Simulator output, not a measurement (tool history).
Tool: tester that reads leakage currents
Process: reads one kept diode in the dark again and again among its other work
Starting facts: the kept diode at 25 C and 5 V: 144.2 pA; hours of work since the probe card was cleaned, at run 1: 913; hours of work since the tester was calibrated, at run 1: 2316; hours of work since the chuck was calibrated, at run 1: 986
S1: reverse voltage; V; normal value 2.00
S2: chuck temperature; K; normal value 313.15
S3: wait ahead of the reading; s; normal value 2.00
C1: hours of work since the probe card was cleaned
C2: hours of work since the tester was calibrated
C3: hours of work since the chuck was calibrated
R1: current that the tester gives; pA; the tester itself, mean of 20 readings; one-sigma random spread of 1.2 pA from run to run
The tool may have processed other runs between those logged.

run    hour     S1      S2    S3    C1    C2    C3       R1
  1     0.0   2.00  313.15  2.00   913  2316   986   386.18
  2   108.6   2.00  313.15  2.00   963  2366  1036   385.20
  3   225.9   1.65  313.15  2.00  1017  2420  1090   356.20
  4   305.5   1.65  313.15  2.00  1054  2457  1126   354.54
  5   362.1   2.00  313.15  2.34  1080  2483  1152   381.27
  6   419.0   2.00  313.15  2.34  1106  2509  1178   380.38
  7   537.1   2.00  313.15  2.34  1160  2563  1233   378.66
  8   658.2   2.00  313.15  2.34  1216  2619  1288   379.11
  9   792.1   2.00  313.15  2.34  1277  2680  1350   374.68
 10   886.6   2.00  327.15  2.34  1321  2723  1393  1219.54
 11  1023.9   2.00  327.15  2.34  1384  2787  1456  1211.06
 12  1108.7   2.00  327.15  2.34  1423  2825  1495  1212.24
 13  1172.1   2.00  327.15  2.34  1452  2855  1524  1206.61
     1180.1  -- chuck's temperature calibrated
 14  1293.3   2.00  327.15  2.34  1506  2909    52  1138.42
 15  1403.8   2.00  327.15  2.34  1557  2960   103  1134.07
 16  1494.6   8.42  327.15  2.34  1599  3002   144  1924.71
 17  1602.1   8.42  327.15  2.34  1648  3051   194  1928.89
 18  1721.5   8.42  327.15  2.34  1703  3106   249  1910.63
 19  1788.4   8.42  327.15  2.34  1734  3137   279  1914.44
 20  1868.0   2.00  313.15  5.10  1770  3173   316   343.11
     1959.5  -- chuck's temperature calibrated, once more
 21  1987.9   7.41  312.15  5.10  1825  3227    13   621.18
 22  2114.5   2.00  328.15  1.22  1883  3286    71  1434.95
 23  2243.4   4.73  330.15  2.79  1942  3345   130  2304.71
 24  2319.7   4.73  330.15  3.44  1977  3380   165  2287.20
 25  2421.0   2.57  308.15  1.05  2024  3426   212   288.30
 26  2547.7   2.57  328.15  1.05  2082  3485   270  1549.54
 27  2656.3   2.00  313.15  2.85  2132  3535   320   402.35
 28  2724.2   2.00  322.15  0.32  2163  3566   351   868.75
 29  2812.6   2.00  311.15  0.49  2203  3606   392   338.99
 30  2894.8  11.58  314.15  3.48  2241  3644   430   849.66
 31  2983.5  19.18  313.15  3.56  2282  3685   470   950.50
 32  3113.2  14.22  309.15  6.47  2342  3744   530   596.84
 33  3207.9  14.22  297.15  6.47  2385  3788   573   210.82
 34  3338.1  13.11  297.15  6.47  2445  3848   633   203.49
 35  3441.0  13.11  297.15  6.47  2492  3895   681   202.85
 36  3556.4   8.91  305.15  3.93  2545  3948   734   346.48
 37  3664.0  15.13  308.15  3.93  2595  3997   783   556.53
 38  3755.6   1.52  307.15  0.73  2637  4040   825   208.01
 39  3826.3  14.85  330.15  0.73  2669  4072   858  3381.55
 40  3940.5  14.85  330.15  0.73  2722  4124   910  3374.16

Alternative continuations, all from the tool just after run 40; predict every row:
  A  4031.6  14.85  304.15  0.73  2763  4166  952   ?
  B  4031.6   2.95  320.15  2.00  2763  4166  952   ?
  C  4031.6  16.46  296.15  6.45  2763  4166  952   ?

run      R1
  A  394.12
  B  817.42
  C  206.09
Had the tool no hidden state, the same runs would have come out as:
run      R1
  A  388.58
  B  860.08
  C  185.88
